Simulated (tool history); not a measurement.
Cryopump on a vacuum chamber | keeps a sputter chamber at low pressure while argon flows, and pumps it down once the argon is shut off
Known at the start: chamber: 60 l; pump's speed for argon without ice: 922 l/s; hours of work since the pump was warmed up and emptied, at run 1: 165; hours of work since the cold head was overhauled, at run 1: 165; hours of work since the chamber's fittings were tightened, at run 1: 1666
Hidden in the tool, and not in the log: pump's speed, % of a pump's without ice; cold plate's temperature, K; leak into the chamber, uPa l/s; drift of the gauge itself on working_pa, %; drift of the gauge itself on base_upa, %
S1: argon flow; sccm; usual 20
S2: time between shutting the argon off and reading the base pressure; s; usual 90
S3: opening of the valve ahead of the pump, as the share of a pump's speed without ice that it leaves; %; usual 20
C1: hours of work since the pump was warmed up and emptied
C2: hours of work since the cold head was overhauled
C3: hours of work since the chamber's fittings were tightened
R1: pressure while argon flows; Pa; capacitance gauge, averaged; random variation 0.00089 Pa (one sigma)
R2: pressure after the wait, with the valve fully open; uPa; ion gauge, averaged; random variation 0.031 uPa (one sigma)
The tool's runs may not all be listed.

run	hour	S1	S2	S3	C1	C2	C3	R1	R2
1	0	20	90	20	165	165	1666	0.1847	2.72
2	16.2	20	90	20	177	177	1678	0.1845	2.74
3	25.7	11	90	20	185	185	1686	0.1024	2.69
4	37.5	11	90	20	194	194	1695	0.1025	2.73
5	50.4	20	90	20	204	204	1705	0.1843	2.82
6	62.8	20	90	20	214	214	1715	0.1849	2.8
7	78.5	20	90	20	226	226	1727	0.1843	2.84
8	92.7	18	90	20	237	237	1738	0.1661	2.81
9	107.6	18	90	20	249	249	1750	0.1666	2.94
10	123.4	18	90	20	261	261	1762	0.1664	2.82
11	133	20	90	20	269	269	1770	0.1864	2.81
12	149.2	20	90	20	281	281	1782	0.186	2.85
13	163.4	20	90	20	292	292	1794	0.1844	2.81
14	179.7	20	90	20	305	305	1806	0.1849	2.87
15	187.7	20	90	20	311	311	1813	0.1862	2.84
16	203.2	20	90	20	324	324	1825	0.1865	2.87
17	220.5	20	90	20	337	337	1838	0.1855	2.98
18	234.6	20	91	20	348	348	1849	0.1854	2.8
19	249.7	20	21	59	360	360	1861	0.0651	7.01
20	260.9	21	90	20	369	369	1870	0.1952	2.89
21	273.2	21	90	20	378	378	1879	0.1947	2.83
22	285.7	22	39	22	388	388	1889	0.1853	4.46
23	301.6	22	39	22	401	401	1902	0.1874	4.55
24	319.5	27	90	20	414	414	1916	0.251	2.97
25	329.6	10	130	20	422	422	1923	0.0927	2.57
26	339.4	38	133	16	430	430	1931	0.4421	2.7
27	357.7	14	38	20	444	444	1945	0.1296	4.75
28	372.2	20	40	27	456	456	1957	0.1378	4.63
29	390.8	15	214	20	470	470	1971	0.1422	2.29
30	399.5	32	198	20	477	477	1978	0.2988	2.45
31	417.2	20	24	40	491	491	1992	0.0952	6.38
# hour 428.3: leaking fittings of the chamber tightened, without venting
32	435.4	36	170	20	504	504	6	0.3369	1.07
33	447.6	20	50	42	513	513	15	0.0905	2.58
34	462.9	14	85	15	525	525	27	0.1747	1.76
35	480.4	37	143	38	539	539	41	0.1838	1.21

Hidden state or all else? Some run-to-run changes of R1, split into what the settings, what came in and random variation would give without the hidden state, and what is left for the hidden state (with any gauge scatter that isn't in both results):
Run 25 -> 26: S1 10 -> 38, S2 130 -> 133, S3 20 -> 16. R1 +0.3494 Pa: hidden state +0.0041, all else +0.3453.
Run 26 -> 27: S1 38 -> 14, S2 133 -> 38, S3 16 -> 20. R1 -0.3125 Pa: hidden state -0.0034, all else -0.3091.
Run 32 -> 33: S1 36 -> 20, S2 170 -> 50, S3 20 -> 42. R1 -0.2464 Pa: hidden state -0.0026, all else -0.2438.
Run 34 -> 35: S1 14 -> 37, S2 85 -> 143, S3 15 -> 38. R1 +0.0091 Pa: hidden state +0.0041, all else +0.005.

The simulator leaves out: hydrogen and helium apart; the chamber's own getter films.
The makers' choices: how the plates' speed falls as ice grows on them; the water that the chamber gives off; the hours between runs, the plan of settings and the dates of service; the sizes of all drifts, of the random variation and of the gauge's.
